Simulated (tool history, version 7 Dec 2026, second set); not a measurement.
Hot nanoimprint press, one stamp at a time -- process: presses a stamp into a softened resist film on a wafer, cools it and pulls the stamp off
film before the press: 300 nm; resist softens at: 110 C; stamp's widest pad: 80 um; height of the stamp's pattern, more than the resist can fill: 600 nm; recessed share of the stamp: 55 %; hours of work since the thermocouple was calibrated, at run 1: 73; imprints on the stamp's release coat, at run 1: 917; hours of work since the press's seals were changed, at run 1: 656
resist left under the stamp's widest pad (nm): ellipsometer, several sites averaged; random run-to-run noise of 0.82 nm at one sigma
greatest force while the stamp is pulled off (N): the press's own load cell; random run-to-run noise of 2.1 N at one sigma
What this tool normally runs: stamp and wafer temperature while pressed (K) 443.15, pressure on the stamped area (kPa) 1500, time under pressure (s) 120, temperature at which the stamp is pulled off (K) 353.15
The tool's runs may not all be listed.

run   hour  stamp and wafer temperature while pressed (K)  pressure on the stamped area (kPa)  time under pressure (s)  temperature at which the stamp is pulled off (K)  hours of work since the thermocouple was calibrated  imprints on the stamp's release coat  hours of work since the press's seals were changed  resist left under the stamp's widest pad (nm)  greatest force while the stamp is pulled off (N)
  1    0.0                                         443.15                                1500                      120                                            353.15                                                   73                                   917                                                 656                                          108.8                                               121
  2   26.9                                         443.15                                1500                      120                                            353.15                                                   89                                  1027                                                 671                                          108.8                                               125
  3   44.5                                         443.15                                1500                      120                                            353.15                                                   99                                  1100                                                 681                                          108.0                                               129
  4   84.9                                         443.15                                1500                      120                                            353.15                                                  122                                  1265                                                 705                                          108.7                                               134
  5  123.2                                         443.15                                1500                      120                                            353.15                                                  145                                  1422                                                 727                                          107.2                                               137
  6  153.9                                         443.15                                1500                      120                                            353.15                                                  162                                  1548                                                 744                                          108.1                                               142
  7  178.0                                         443.15                                1500                      175                                            353.15                                                  176                                  1647                                                 758                                           91.8                                               150
     206.2  -- stamp cleaned and given a new release coat
  8  224.0                                         443.15                                1620                      120                                            353.15                                                  199                                    73                                                 781                                          105.2                                                92
  9  261.5                                         443.15                                1500                      120                                            353.15                                                  221                                   227                                                 803                                          108.8                                               100
 10  294.1                                         443.15                                1080                      120                                            353.15                                                  240                                   360                                                 822                                          123.4                                               101
 11  312.4                                         452.15                                1500                      120                                            353.15                                                  250                                   435                                                 833                                           58.5                                               105
 12  333.3                                         443.15                                1460                      120                                            353.15                                                  262                                   521                                                 845                                          108.1                                               105
 13  371.6                                         443.15                                1500                      120                                            353.15                                                  285                                   678                                                 867                                          107.1                                               114
 14  399.5                                         443.15                                2070                      120                                            353.15                                                  301                                   792                                                 883                                           94.3                                               120
 15  430.8                                         443.15                                2070                      120                                            353.15                                                  319                                   921                                                 901                                           93.2                                               121
 16  472.4                                         432.15                                2070                      120                                            355.15                                                  343                                  1091                                                 925                                          194.0                                               122
 17  509.4                                         441.15                                1910                      120                                            343.15                                                  364                                  1243                                                 946                                          110.6                                               145
 18  535.6                                         431.15                                1870                       81                                            353.15                                                  379                                  1350                                                 962                                          228.2                                               137
     547.3  -- plate thermocouple calibrated
 19  575.2                                         445.15                                1500                      120                                            341.15                                                   16                                  1500                                                 983                                           97.0                                               157
 20  596.3                                         445.15                                1500                       75                                            340.15                                                   28                                  1587                                                 995                                          121.2                                               160
     639.7  -- stamp cleaned and given a new release coat
 21  639.7                                         434.15                                2000                       75                                            340.15                                                   50                                     0                                                1017                                          204.5                                               105
     671.8  -- press's hydraulic seals changed and the load cell set to zero
 22  688.0                                         445.15                                2080                      157                                            341.15                                                   73                                   166                                                   9                                           71.0                                               109
 23  729.0                                         446.15                                1520                      188                                            340.15                                                   97                                   333                                                  33                                           70.4                                               117
 24  771.7                                         433.15                                 970                      120                                            353.15                                                  122                                   508                                                  58                                          223.4                                               109
 25  791.3                                         432.15                                1000                       90                                            352.15                                                  133                                   589                                                  69                                          245.3                                               110
 26  818.6                                         438.15                                1140                      131                                            352.15                                                  149                                   701                                                  85                                          159.7                                               112
 27  858.7                                         446.15                                1520                      120                                            339.15                                                  172                                   865                                                 108                                           86.3                                               140

Branching from run 27: 3 alternative next runs. What would each branch give?
  A  890.6                                         447.15                                1520                      120                                            339.15                                                  190                                   996                                                 126                                              ?                                                 ?
  B  890.6                                         440.15                                1500                       90                                            339.15                                                  190                                   996                                                 126                                              ?                                                 ?
  C  890.6                                         443.15                                1500                      120                                            355.15                                                  190                                   996                                                 126                                              ?                                                 ?

run  resist left under the stamp's widest pad (nm)  greatest force while the stamp is pulled off (N)
  A                                           79.7                                               142
  B                                          145.5                                               142
  C                                          107.4                                               122
With no hidden state in the tool, these same runs would have given:
run  resist left under the stamp's widest pad (nm)  greatest force while the stamp is pulled off (N)
  A                                           80.8                                               106
  B                                          147.4                                               106
  C                                          108.9                                                91

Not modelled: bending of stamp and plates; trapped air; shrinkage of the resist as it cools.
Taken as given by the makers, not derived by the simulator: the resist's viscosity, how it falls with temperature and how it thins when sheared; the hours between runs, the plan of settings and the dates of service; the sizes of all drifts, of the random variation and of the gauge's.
